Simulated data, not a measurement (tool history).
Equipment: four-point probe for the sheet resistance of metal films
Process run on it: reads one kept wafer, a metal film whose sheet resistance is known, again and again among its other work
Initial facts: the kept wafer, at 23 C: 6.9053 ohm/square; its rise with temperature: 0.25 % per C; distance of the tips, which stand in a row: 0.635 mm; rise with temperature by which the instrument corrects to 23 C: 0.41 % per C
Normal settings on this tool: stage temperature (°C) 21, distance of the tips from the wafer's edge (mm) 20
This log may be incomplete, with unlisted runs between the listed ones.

run	hour	stage temperature (°C)	distance of the tips from the wafer's edge (mm)	sheet resistance as the instrument gives it (ohm/square)
1	0.0	21	20	6.947951
2	35.6	21	20	6.948281
3	87.9	21	6	6.985761
4	133.5	20	20	6.961598
5	171.6	20	20	6.958772
6	220.1	21	20	6.947953
7	256.6	21	20	6.952116
8	293.8	21	20	6.953114
9	318.5	29	20	6.862463
10	351.9	21	20	6.949206
11	400.4	21	20	6.954369
12	449.5	21	20	6.953045
13	483.0	21	20	6.951822
14	519.4	21	20	6.952959
15	549.9	21	20	6.956066
16	587.2	21	20	6.955984
17	626.3	21	6	6.993482
18	666.6	21	66	6.953362
19	696.0	24	37	6.920295
20	737.6	19	50	6.977794
21	786.2	19	30	6.979979
22	810.8	34	18	6.820081
# hour 815.9: stage's thermometer calibrated
23	837.4	22	12	6.955442
24	866.4	22	12	6.959690
25	915.9	21	8	6.982283
26	954.5	21	19	6.963773
27	977.6	29	28	6.873841
28	1018.4	23	4	7.031724
29	1058.9	26	17	6.912587
30	1111.8	25	19	6.922886
# hour 1122.3: stage's thermometer calibrated, once more
31	1148.4	18	5	7.049902
32	1181.0	18	19	6.993541
33	1229.6	27	6	6.934314
34	1255.0	27	6	6.933010

How would selected steps in sheet resistance as the instrument gives it (ohm/square) from run to run divide? Give the signed amount a tool lacking its hidden state would still show from settings, what came in and random variation, and the signed amount left for the hidden state, including any gauge scatter that is not in both of the compared results.
Hidden state at play: inner tips' distance over the nominal, %; tips' flats over new ones', %; wafer's true temperature over the reading, C; drift of the gauge itself on sheet_ohm, %.
Run 21 -> 22: stage temperature (°C) 19 -> 34, distance of the tips from the wafer's edge (mm) 30 -> 18. sheet resistance as the instrument gives it (ohm/square) -0.159898: hidden state -0.000352, all else -0.159546.
Run 22 -> 23: stage temperature (°C) 34 -> 22, distance of the tips from the wafer's edge (mm) 18 -> 12, stage's thermometer calibrated. sheet resistance as the instrument gives it (ohm/square) +0.135361: hidden state +0.003093, all else +0.132268.
Run 27 -> 28: stage temperature (°C) 29 -> 23, distance of the tips from the wafer's edge (mm) 28 -> 4. sheet resistance as the instrument gives it (ohm/square) +0.157883: hidden state +0.001349, all else +0.156534.
Run 30 -> 31: stage temperature (°C) 25 -> 18, distance of the tips from the wafer's edge (mm) 19 -> 5, stage's thermometer calibrated, once more. sheet resistance as the instrument gives it (ohm/square) +0.127016: hidden state -0.005323, all else +0.132339.

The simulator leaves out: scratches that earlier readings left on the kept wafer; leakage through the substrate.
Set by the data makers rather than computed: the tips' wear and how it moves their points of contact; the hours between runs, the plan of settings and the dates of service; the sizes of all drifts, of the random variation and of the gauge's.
